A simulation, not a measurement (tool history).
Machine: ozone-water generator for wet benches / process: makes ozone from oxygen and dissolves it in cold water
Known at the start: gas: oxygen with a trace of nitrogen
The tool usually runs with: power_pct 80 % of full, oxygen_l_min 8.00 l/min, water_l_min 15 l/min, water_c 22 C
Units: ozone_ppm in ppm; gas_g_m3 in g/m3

run	day	power_pct	oxygen_l_min	water_l_min	water_c	ozone_ppm	gas_g_m3
1	0.000	80	8.00	15	22	19.6	142.9
2	5.883	80	8.00	15	22	19.8	143.5
3	11.883	80	8.00	15	22	20.1	142.7
4	16.004	80	8.00	15	22	19.7	142.6
5	21.179	80	8.00	13	22	21.6	142.8
6	28.933	80	8.00	13	22	21.5	142.9
7	35.679	80	8.00	13	22	21.0	142.4
8	43.896	80	8.00	10	22	25.0	142.9
9	50.779	80	8.00	15	22	19.4	141.2
10	57.975	80	8.00	15	22	19.0	141.3
11	66.271	80	8.00	15	22	19.2	140.7
12	69.696	80	8.00	15	22	19.3	140.8
13	77.538	80	8.00	15	22	18.9	139.5
14	85.046	80	8.00	15	22	18.9	140.1
15	88.538	80	8.00	15	22	18.7	140.8
16	94.225	80	8.00	15	22	18.8	138.9
17	99.296	80	8.00	15	22	18.8	140.8
18	106.192	92	8.00	24	22	13.7	153.6
19	112.871	88	6.07	10	22	30.2	194.9
20	116.996	76	8.00	21	18	17.0	156.3
21	122.096	76	8.00	10	27	23.8	156.7
22	129.725	76	8.00	10	27	23.7	156.7
23	134.021	80	6.33	15	22	21.6	175.7
24	139.471	63	12.71	15	22	17.4	114.0
25	142.867	80	9.70	21	22	16.5	150.8
26	150.238	80	9.70	21	22	16.6	149.2
27	154.804	80	9.70	21	22	16.2	148.7
28	162.762	73	9.70	14	22	20.5	138.4
29	169.971	78	9.70	21	17	18.5	145.9
30	175.796	49	4.30	10	22	19.7	136.6
31	183.912	49	4.30	10	22	19.8	135.1
32	187.850	49	4.30	10	22	19.6	136.3

Between the runs listed above, the log contained 4 entries, not reproduced here. Where in the sequence does each belong, and how does what the log doesn't record of the tool's condition differ from the listed run before to the listed run after?
In the gap between runs 15 and 16: water thermometer calibrated (day 89.312)
  yield of the discharge, % of new electrodes': 86.3 -> 86.2; contactor's efficiency, % of a clean one's: 92.7 -> 92.4; true water temperature over the reading, C: 0.01 -> 0.03
  measured less the result without the state, ozone_ppm: -4.1 -> -4.2 ppm; gas_g_m3: -24.6 -> -24.7 g/m3
In the gap between runs 17 and 18: water thermometer calibrated, once more (day 106.192)
  yield of the discharge, % of new electrodes': 86 -> 85.9; contactor's efficiency, % of a clean one's: 92.2 -> 91.9
  measured less the result without the state, ozone_ppm: -4.2 -> -3.7 ppm; gas_g_m3: -25.3 -> -30.7 g/m3
In the gap between runs 18 and 19: electrodes of the discharge changed (day 109.508)
  yield of the discharge, % of new electrodes': 85.9 -> 99.2; contactor's efficiency, % of a clean one's: 91.9 -> 91.6; true water temperature over the reading, C: 0.03 -> 0.04
  measured less the result without the state, ozone_ppm: -3.7 -> -1.2 ppm; gas_g_m3: -30.7 -> -1.9 g/m3
In the gap between runs 28 and 29: contactor cleaned (day 166.454)
  yield of the discharge, % of new electrodes': 97.7 -> 97.5; contactor's efficiency, % of a clean one's: 89.4 -> 99.5; true water temperature over the reading, C: 0.07 -> 0.08
  measured less the result without the state, ozone_ppm: -1.7 -> -0.6 ppm; gas_g_m3: -3.4 -> -4.0 g/m3
